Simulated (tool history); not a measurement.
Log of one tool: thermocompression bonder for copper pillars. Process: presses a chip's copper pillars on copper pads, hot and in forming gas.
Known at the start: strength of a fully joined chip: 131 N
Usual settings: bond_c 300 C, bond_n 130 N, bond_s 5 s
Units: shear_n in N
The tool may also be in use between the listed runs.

| run | hour | bond_c | bond_n | bond_s | shear_n |
|---|---|---|---|---|---|
| 1 | 0.0 | 300 | 130 | 5 | 52.2 |
| 2 | 53.0 | 300 | 130 | 5 | 51.1 |
| 3 | 89.0 | 300 | 130 | 5 | 53.2 |
| 4 | 148.2 | 300 | 153 | 5 | 56.6 |
| 5 | 184.2 | 300 | 153 | 5 | 57.9 |
| 6 | 223.0 | 300 | 130 | 5 | 52.8 |
|  | 238.5 | forming gas filter changed |
| 7 | 257.4 | 300 | 130 | 5 | 51.4 |
| 8 | 312.7 | 300 | 130 | 5 | 52.3 |
| 9 | 351.5 | 300 | 154 | 5 | 56.9 |
|  | 358.9 | heater calibrated with a thermocouple chip |
| 10 | 407.2 | 300 | 154 | 5 | 56.8 |
| 11 | 466.6 | 300 | 130 | 5 | 51.8 |
| 12 | 506.7 | 300 | 130 | 5 | 52.3 |
| 13 | 546.0 | 300 | 130 | 5 | 51.5 |
| 14 | 605.5 | 300 | 148 | 5 | 56.7 |
| 15 | 635.2 | 300 | 130 | 5 | 52.9 |
|  | 692.0 | forming gas filter changed |
| 16 | 693.5 | 291 | 130 | 5 | 48.4 |
| 17 | 750.7 | 291 | 130 | 5 | 48.0 |
| 18 | 802.3 | 293 | 130 | 5 | 47.3 |
| 19 | 835.4 | 293 | 130 | 5 | 49.6 |
| 20 | 870.0 | 293 | 130 | 5 | 47.7 |
| 21 | 928.0 | 300 | 86 | 5 | 41.2 |
| 22 | 965.6 | 300 | 86 | 5 | 40.9 |
|  | 1013.3 | heater calibrated with a thermocouple chip |
| 23 | 1020.1 | 304 | 112 | 3 | 39.8 |
| 24 | 1064.3 | 273 | 159 | 7 | 48.8 |
| 25 | 1115.7 | 323 | 142 | 5 | 66.0 |
|  | 1144.3 | forming gas filter changed |
| 26 | 1144.3 | 327 | 114 | 10 | 76.5 |
| 27 | 1200.3 | 318 | 90 | 5 | 48.6 |
| 28 | 1248.2 | 300 | 163 | 3 | 48.9 |
| 29 | 1305.7 | 300 | 187 | 9 | 75.5 |
| 30 | 1361.0 | 319 | 169 | 7 | 77.7 |
| 31 | 1399.6 | 289 | 169 | 7 | 59.8 |
| 32 | 1458.1 | 289 | 169 | 7 | 59.7 |
| 33 | 1497.2 | 300 | 96 | 5 | 44.5 |
| 34 | 1548.6 | 308 | 165 | 5 | 63.4 |
| 35 | 1590.6 | 319 | 180 | 5 | 71.2 |
|  | 1596.3 | forming gas filter changed |
| 36 | 1624.0 | 300 | 130 | 5 | 52.0 |
| 37 | 1662.0 | 300 | 130 | 5 | 52.9 |
|  | 1669.8 | heater calibrated with a thermocouple chip |
| 38 | 1715.6 | 300 | 107 | 4 | 42.7 |
| 39 | 1744.7 | 300 | 107 | 4 | 42.5 |
| 40 | 1782.0 | 300 | 107 | 7 | 52.7 |

Forecast each of these 3 alternatives for the next run:
| A | 1833.4 | 288 | 173 | 11 | ? |
| B | 1833.4 | 285 | 92 | 12 | ? |
| C | 1833.4 | 313 | 100 | 7 | ? |

| run | shear_n |
|---|---|
| A | 71.8 |
| B | 52.5 |
| C | 57.8 |
Without the tool's hidden state the same runs would have given:
| run | shear_n |
|---|---|
| A | 71.9 |
| B | 52.6 |
| C | 57.9 |
